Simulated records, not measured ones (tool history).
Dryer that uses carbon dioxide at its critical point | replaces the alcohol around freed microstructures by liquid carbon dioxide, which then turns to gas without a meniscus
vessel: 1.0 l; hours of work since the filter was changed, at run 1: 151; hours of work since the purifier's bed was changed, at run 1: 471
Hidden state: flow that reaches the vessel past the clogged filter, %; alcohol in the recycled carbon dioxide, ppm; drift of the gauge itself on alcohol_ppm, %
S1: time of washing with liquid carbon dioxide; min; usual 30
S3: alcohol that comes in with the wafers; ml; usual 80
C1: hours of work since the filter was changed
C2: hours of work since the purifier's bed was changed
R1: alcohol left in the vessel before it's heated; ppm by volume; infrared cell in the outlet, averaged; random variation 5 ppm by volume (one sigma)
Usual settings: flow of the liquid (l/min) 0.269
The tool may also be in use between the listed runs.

run 1 hour=0 | S1=30 flow_of_the_liquid_(l/min)=0.269 S3=80 | C1=151 C2=471 | R1=98
run 2 hour=13.8 | S1=30 flow_of_the_liquid_(l/min)=0.269 S3=80 | C1=158 C2=478 | R1=105
run 3 hour=28.4 | S1=30 flow_of_the_liquid_(l/min)=0.269 S3=80 | C1=166 C2=486 | R1=105
run 4 hour=43 | S1=30 flow_of_the_liquid_(l/min)=0.269 S3=80 | C1=174 C2=493 | R1=103
run 5 hour=60.4 | S1=30 flow_of_the_liquid_(l/min)=0.269 S3=80 | C1=183 C2=502 | R1=109
run 6 hour=78.6 | S1=30 flow_of_the_liquid_(l/min)=0.269 S3=80 | C1=192 C2=512 | R1=110
run 7 hour=102.5 | S1=30 flow_of_the_liquid_(l/min)=0.269 S3=80 | C1=204 C2=524 | R1=119
run 8 hour=123 | S1=30 flow_of_the_liquid_(l/min)=0.269 S3=90 | C1=215 C2=535 | R1=126
run 9 hour=147.9 | S1=30 flow_of_the_liquid_(l/min)=0.269 S3=90 | C1=228 C2=547 | R1=126
run 10 hour=161.6 | S1=30 flow_of_the_liquid_(l/min)=0.269 S3=90 | C1=235 C2=554 | R1=135
run 11 hour=182 | S1=30 flow_of_the_liquid_(l/min)=0.269 S3=80 | C1=245 C2=565 | R1=130
run 12 hour=193.6 | S1=30 flow_of_the_liquid_(l/min)=0.269 S3=80 | C1=251 C2=571 | R1=128
run 13 hour=207.9 | S1=30 flow_of_the_liquid_(l/min)=0.269 S3=80 | C1=259 C2=578 | R1=123
run 14 hour=227.7 | S1=30 flow_of_the_liquid_(l/min)=0.269 S3=28 | C1=269 C2=589 | R1=66
run 15 hour=249.4 | S1=30 flow_of_the_liquid_(l/min)=0.269 S3=28 | C1=280 C2=600 | R1=74
run 16 hour=268.8 | S1=30 flow_of_the_liquid_(l/min)=0.269 S3=28 | C1=290 C2=610 | R1=86
run 17 hour=289 | S1=30 flow_of_the_liquid_(l/min)=0.269 S3=28 | C1=301 C2=620 | R1=80
run 18 hour=311.7 | S1=30 flow_of_the_liquid_(l/min)=0.269 S3=28 | C1=312 C2=632 | R1=83
run 19 hour=333 | S1=30 flow_of_the_liquid_(l/min)=0.269 S3=70 | C1=323 C2=643 | R1=138
run 20 hour=357 | S1=24 flow_of_the_liquid_(l/min)=0.248 S3=80 | C1=336 C2=655 | R1=635
run 21 hour=373.8 | S1=24 flow_of_the_liquid_(l/min)=0.248 S3=80 | C1=345 C2=664 | R1=646
run 22 hour=398.2 | S1=24 flow_of_the_liquid_(l/min)=0.248 S3=80 | C1=357 C2=677 | R1=680
-- hour=414.3 purifier's bed changed
run 23 hour=420 | S1=24 flow_of_the_liquid_(l/min)=0.208 S3=23 | C1=367 C2=3 | R1=379
run 24 hour=442.8 | S1=24 flow_of_the_liquid_(l/min)=0.208 S3=23 | C1=379 C2=15 | R1=396
run 25 hour=463.3 | S1=24 flow_of_the_liquid_(l/min)=0.208 S3=23 | C1=389 C2=25 | R1=409
run 26 hour=482.4 | S1=24 flow_of_the_liquid_(l/min)=0.208 S3=23 | C1=399 C2=35 | R1=422
run 27 hour=500.7 | S1=24 flow_of_the_liquid_(l/min)=0.214 S3=102 | C1=409 C2=45 | R1=1698
run 28 hour=514.7 | S1=30 flow_of_the_liquid_(l/min)=0.178 S3=80 | C1=416 C2=52 | R1=1123
run 29 hour=529 | S1=30 flow_of_the_liquid_(l/min)=0.178 S3=80 | C1=423 C2=59 | R1=1145
run 30 hour=549.1 | S1=25 flow_of_the_liquid_(l/min)=0.189 S3=80 | C1=434 C2=70 | R1=1867
run 31 hour=565.3 | S1=25 flow_of_the_liquid_(l/min)=0.368 S3=26 | C1=442 C2=78 | R1=33
run 32 hour=590.2 | S1=25 flow_of_the_liquid_(l/min)=0.302 S3=42 | C1=455 C2=91 | R1=133
run 33 hour=610.4 | S1=47 flow_of_the_liquid_(l/min)=0.231 S3=42 | C1=465 C2=101 | R1=15
run 34 hour=626.2 | S1=47 flow_of_the_liquid_(l/min)=0.231 S3=42 | C1=473 C2=110 | R1=27
run 35 hour=651.2 | S1=47 flow_of_the_liquid_(l/min)=0.231 S3=102 | C1=486 C2=122 | R1=34
-- hour=673.9 inlet filter changed
run 36 hour=674.1 | S1=30 flow_of_the_liquid_(l/min)=0.272 S3=85 | C1=0 C2=134 | R1=52
run 37 hour=687.6 | S1=27 flow_of_the_liquid_(l/min)=0.208 S3=81 | C1=7 C2=141 | R1=425
run 38 hour=706.1 | S1=30 flow_of_the_liquid_(l/min)=0.275 S3=27 | C1=17 C2=150 | R1=28

4 ways to go on from here, each from the tool as it stands after run 38. What would each give?
run A hour=718.8 | S1=30 flow_of_the_liquid_(l/min)=0.269 S3=33 | C1=23 C2=157 | R1=?
run B hour=718.8 | S1=35 flow_of_the_liquid_(l/min)=0.275 S3=27 | C1=23 C2=157 | R1=?
run C hour=718.8 | S1=41 flow_of_the_liquid_(l/min)=0.275 S3=77 | C1=23 C2=157 | R1=?
run D hour=718.8 | S1=30 flow_of_the_liquid_(l/min)=0.186 S3=30 | C1=23 C2=157 | R1=?

run=A R1=30
run=B R1=25
run=C R1=15
run=D R1=175
Without the tool's hidden state the same runs would have given:
run=A R1=15
run=B R1=11
run=C R1=1
run=D R1=151
